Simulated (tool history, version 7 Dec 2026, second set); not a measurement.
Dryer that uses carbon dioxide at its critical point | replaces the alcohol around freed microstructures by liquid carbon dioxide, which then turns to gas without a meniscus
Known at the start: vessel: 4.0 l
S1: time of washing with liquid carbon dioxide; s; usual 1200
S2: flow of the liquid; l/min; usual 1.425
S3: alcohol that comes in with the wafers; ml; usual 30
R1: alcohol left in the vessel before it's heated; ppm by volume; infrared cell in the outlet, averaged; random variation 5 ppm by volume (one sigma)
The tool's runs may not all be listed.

| run | hour | S1 | S2 | S3 | R1 |
|---|---|---|---|---|---|
| 1 | 0.0 | 1200 | 1.425 | 30 | 68 |
| 2 | 10.8 | 1200 | 1.425 | 95 | 117 |
| 3 | 29.2 | 1200 | 1.750 | 30 | 56 |
| 4 | 40.2 | 900 | 1.750 | 30 | 68 |
| 5 | 56.7 | 900 | 1.750 | 30 | 83 |
| 6 | 78.6 | 900 | 1.750 | 30 | 72 |
| 7 | 87.8 | 1200 | 2.110 | 30 | 55 |
| 8 | 98.7 | 1200 | 1.425 | 30 | 73 |
| 9 | 120.1 | 1200 | 1.425 | 30 | 76 |
| 10 | 137.6 | 1200 | 1.425 | 30 | 73 |
| 11 | 151.3 | 1200 | 1.425 | 30 | 82 |
| 12 | 173.5 | 1200 | 1.425 | 38 | 82 |
| 13 | 188.6 | 1200 | 1.425 | 38 | 88 |
| 14 | 201.8 | 1200 | 1.425 | 38 | 94 |
| 15 | 223.1 | 1200 | 1.290 | 30 | 97 |
| 16 | 244.4 | 1200 | 1.290 | 30 | 102 |
| 17 | 264.6 | 1740 | 1.425 | 30 | 77 |
| 18 | 284.0 | 1740 | 1.425 | 30 | 84 |
| 19 | 302.3 | 1200 | 1.425 | 30 | 93 |
| 20 | 311.9 | 1200 | 1.425 | 30 | 94 |
| 21 | 326.7 | 1200 | 1.425 | 53 | 105 |
| 22 | 343.6 | 1200 | 1.425 | 77 | 131 |
| 23 | 359.0 | 1200 | 0.870 | 77 | 562 |
| 24 | 375.8 | 1200 | 0.870 | 77 | 547 |
| 25 | 386.3 | 1020 | 2.340 | 32 | 102 |
| 26 | 396.5 | 900 | 2.420 | 35 | 99 |
| 27 | 415.4 | 900 | 1.350 | 74 | 309 |
| 28 | 426.6 | 900 | 1.350 | 74 | 330 |
| 29 | 443.5 | 840 | 2.290 | 20 | 109 |
| 30 | 458.7 | 1080 | 0.910 | 30 | 336 |
| 31 | 476.7 | 1080 | 0.910 | 30 | 317 |
| 32 | 495.4 | 1080 | 0.910 | 30 | 334 |
| 33 | 514.9 | 1380 | 1.820 | 30 | 106 |
| 34 | 536.6 | 1800 | 0.900 | 102 | 194 |
| 35 | 549.4 | 1800 | 0.900 | 102 | 202 |
| 36 | 562.6 | 1800 | 0.900 | 102 | 200 |
| 37 | 573.3 | 1800 | 0.920 | 73 | 164 |
| 38 | 582.6 | 1800 | 0.920 | 73 | 171 |
| 39 | 596.1 | 1200 | 1.550 | 24 | 122 |
| 40 | 606.9 | 1200 | 1.550 | 24 | 120 |
| 41 | 615.8 | 1200 | 1.470 | 55 | 143 |
| 42 | 627.9 | 1200 | 1.470 | 55 | 150 |
| 43 | 640.7 | 1200 | 1.470 | 55 | 138 |
| 44 | 661.4 | 1200 | 1.470 | 55 | 145 |

Not shown: 1 entry that the log had between the listed runs. Between which runs, and how does the tool's hidden state differ before and after?
Between runs 2 and 3: inlet filter changed (hour 21.5)
  flow that reaches the vessel past the clogged filter, %: 90.6 -> 99.2; alcohol in the recycled carbon dioxide, ppm: 55.8 -> 57.4
  measured less the result without the state, R1: +77 -> +53 ppm by volume
